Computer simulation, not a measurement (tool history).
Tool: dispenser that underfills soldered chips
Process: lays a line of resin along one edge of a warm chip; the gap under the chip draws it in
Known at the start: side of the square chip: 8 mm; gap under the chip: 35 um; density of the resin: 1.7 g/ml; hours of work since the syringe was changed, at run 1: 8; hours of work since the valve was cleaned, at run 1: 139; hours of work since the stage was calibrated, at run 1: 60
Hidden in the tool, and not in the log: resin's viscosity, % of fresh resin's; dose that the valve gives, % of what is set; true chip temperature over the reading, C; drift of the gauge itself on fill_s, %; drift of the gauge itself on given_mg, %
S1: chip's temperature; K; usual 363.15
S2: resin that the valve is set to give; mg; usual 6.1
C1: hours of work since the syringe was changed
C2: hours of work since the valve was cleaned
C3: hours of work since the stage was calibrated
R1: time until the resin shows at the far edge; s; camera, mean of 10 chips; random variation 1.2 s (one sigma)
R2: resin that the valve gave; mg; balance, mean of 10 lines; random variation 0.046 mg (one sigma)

| run | day | S1 | S2 | C1 | C2 | C3 | R1 | R2 |
|---|---|---|---|---|---|---|---|---|
| 1 | 0 | 363.15 | 6.1 | 8 | 139 | 60 | 206.5 | 5.63 |
|  | 0.096 | dispensing valve cleaned and set on the balance |
|  | 0.162 | new syringe of resin |
| 2 | 0.483 | 363.15 | 6.1 | 6 | 7 | 68 | 181.4 | 6.01 |
|  | 0.696 | new syringe of resin |
| 3 | 0.942 | 363.15 | 6.1 | 5 | 16 | 77 | 158.3 | 5.96 |
|  | 1.221 | new syringe of resin |
| 4 | 1.508 | 360.15 | 6.1 | 6 | 26 | 87 | 195.5 | 6.01 |
|  | 1.733 | new syringe of resin |
| 5 | 1.925 | 350.15 | 6.1 | 4 | 34 | 95 | 260.2 | 6.01 |
|  | 2.238 | new syringe of resin |
| 6 | 2.367 | 363.15 | 6.1 | 2 | 42 | 103 | 143.6 | 5.9 |
|  | 2.758 | new syringe of resin |
| 7 | 2.758 | 373.15 | 6.1 | 0 | 50 | 111 | 82 | 5.88 |
| 8 | 3.042 | 353.15 | 6.1 | 5 | 55 | 116 | 256.1 | 5.8 |
|  | 3.258 | new syringe of resin |
| 9 | 3.617 | 353.15 | 6.1 | 7 | 66 | 127 | 282.6 | 5.79 |
|  | 3.779 | new syringe of resin |
| 10 | 4.15 | 363.15 | 5.29 | 7 | 76 | 137 | 202.3 | 5.07 |
|  | 4.288 | new syringe of resin |
| 11 | 4.721 | 363.15 | 5.29 | 8 | 86 | 147 | 223.4 | 5.02 |
|  | 4.817 | new syringe of resin |
| 12 | 5.058 | 363.15 | 6.1 | 5 | 93 | 154 | 166.4 | 5.68 |
|  | 5.342 | new syringe of resin |
| 13 | 5.625 | 363.15 | 6.9 | 5 | 103 | 164 | 177.6 | 6.44 |
|  | 5.867 | new syringe of resin |
| 14 | 6.125 | 363.15 | 6.9 | 5 | 113 | 174 | 170.5 | 6.39 |
|  | 6.367 | new syringe of resin |
| 15 | 6.7 | 363.15 | 6.1 | 6 | 123 | 184 | 186.6 | 5.57 |
|  | 6.892 | new syringe of resin |
| 16 | 7.129 | 352.15 | 6.1 | 5 | 131 | 192 | 259 | 5.58 |
|  | 7.417 | new syringe of resin |
| 17 | 7.475 | 352.15 | 6.1 | 1 | 138 | 199 | 197.9 | 5.59 |
|  | 7.621 | dispensing valve cleaned and set on the balance |
| 18 | 7.771 | 373.15 | 7.54 | 6 | 3 | 204 | 124 | 7.54 |
|  | 7.983 | new syringe of resin |
| 19 | 8.221 | 373.15 | 7.54 | 5 | 11 | 212 | 112.3 | 7.53 |
|  | 8.496 | new syringe of resin |
| 20 | 8.542 | 354.15 | 6.75 | 1 | 17 | 218 | 180.2 | 6.7 |
| 21 | 8.921 | 354.15 | 6.75 | 8 | 24 | 225 | 304.9 | 6.65 |
|  | 9.017 | new syringe of resin |
| 22 | 9.275 | 349.15 | 5.22 | 5 | 31 | 232 | 299.1 | 5.08 |
|  | 9.533 | new syringe of resin |
| 23 | 9.725 | 349.15 | 5.22 | 4 | 39 | 240 | 277.6 | 5.12 |
|  | 10.062 | new syringe of resin |
| 24 | 10.062 | 377.15 | 6.4 | 0 | 45 | 246 | 70 | 6.25 |
| 25 | 10.508 | 365.15 | 5.66 | 9 | 54 | 255 | 205.3 | 5.43 |
|  | 10.567 | new syringe of resin |
|  | 11.096 | new syringe of resin |
| 26 | 11.112 | 371.15 | 7.7 | 0 | 65 | 266 | 88.7 | 7.36 |
| 27 | 11.562 | 371.15 | 7.7 | 9 | 74 | 274 | 167.9 | 7.36 |
|  | 11.629 | new syringe of resin |
| 28 | 11.829 | 363.15 | 6.71 | 4 | 79 | 279 | 159.7 | 6.37 |
| 29 | 12.071 | 366.15 | 6.1 | 8 | 83 | 284 | 203 | 5.75 |
|  | 12.125 | new syringe of resin |
| 30 | 12.517 | 366.15 | 6.1 | 7 | 91 | 292 | 186.1 | 5.79 |
|  | 12.638 | new syringe of resin |
| 31 | 12.879 | 366.15 | 6.1 | 5 | 98 | 299 | 152.8 | 5.77 |
|  | 13.175 | new syringe of resin |
| 32 | 13.304 | 368.15 | 6.83 | 2 | 106 | 307 | 120.3 | 6.29 |
|  | 13.688 | new syringe of resin |
| 33 | 13.883 | 368.15 | 6.83 | 4 | 117 | 318 | 130.6 | 6.32 |
| 34 | 14.167 | 368.15 | 6.83 | 9 | 122 | 323 | 196.4 | 6.33 |

Forecast each of these 4 alternatives for the next run:
|  | 14.208 | new syringe of resin |
| A | 14.483 | 353.15 | 6.83 | 5 | 128 | 329 | ? | ? |
|  | 14.208 | new syringe of resin |
| B | 14.483 | 352.15 | 7.11 | 5 | 128 | 329 | ? | ? |
|  | 14.208 | new syringe of resin |
| C | 14.483 | 350.15 | 5.8 | 5 | 128 | 329 | ? | ? |
|  | 14.208 | new syringe of resin |
| D | 14.483 | 350.15 | 6.83 | 5 | 128 | 329 | ? | ? |

| run | R1 | R2 |
|---|---|---|
| A | 255.2 | 6.27 |
| B | 270.9 | 6.54 |
| C | 297.3 | 5.31 |
| D | 285.2 | 6.3 |
Without the tool's hidden state the same runs would have given:
| run | R1 | R2 |
|---|---|---|
| A | 170.2 | 6.82 |
| B | 180.5 | 7.11 |
| C | 196.1 | 5.78 |
| D | 190 | 6.86 |
